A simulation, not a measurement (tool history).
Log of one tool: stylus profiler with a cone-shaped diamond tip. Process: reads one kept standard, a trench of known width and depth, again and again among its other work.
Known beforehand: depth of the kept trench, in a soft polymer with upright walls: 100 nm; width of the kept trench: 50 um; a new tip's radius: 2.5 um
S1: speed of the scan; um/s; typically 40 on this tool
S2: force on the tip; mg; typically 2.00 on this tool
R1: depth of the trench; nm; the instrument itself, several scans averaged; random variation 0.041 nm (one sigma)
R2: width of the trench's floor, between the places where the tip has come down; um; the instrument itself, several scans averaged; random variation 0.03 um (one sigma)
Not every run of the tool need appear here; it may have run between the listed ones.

run,hour,S1,S2,R1,R2
1,0.0,40,2.00,100.74,48.37
2,66.4,40,2.00,100.61,48.38
3,158.9,40,2.00,100.69,48.37
4,233.6,40,5.84,101.42,48.45
5,281.2,40,2.00,100.70,48.42
6,332.0,40,4.25,101.11,48.47
7,382.4,107,1.30,100.54,48.00
8,457.1,107,1.30,100.53,47.99
9,517.9,107,0.83,100.36,47.85
10,598.5,19,3.69,101.03,48.50
11,644.4,12,3.69,101.02,48.52

Table of differences, measured result less the result of that run with no hidden state. Run-to-run variation is the same in both. Gauge scatter possibly is not:
Hidden state at play: radius of the tip, um; height scale over the true one, %; drift of the gauge itself on depth_nm, %; drift of the gauge itself on floor_um, %.
run,R2
1,-0.02
2,-0.03
3,-0.02
4,-0.03
5,-0.02
6,-0.03
7,-0.03
8,-0.03
9,-0.03
10,-0.03
11,-0.04
R1 without the hidden state stays within 0.02 nm of what was measured, in all runs.
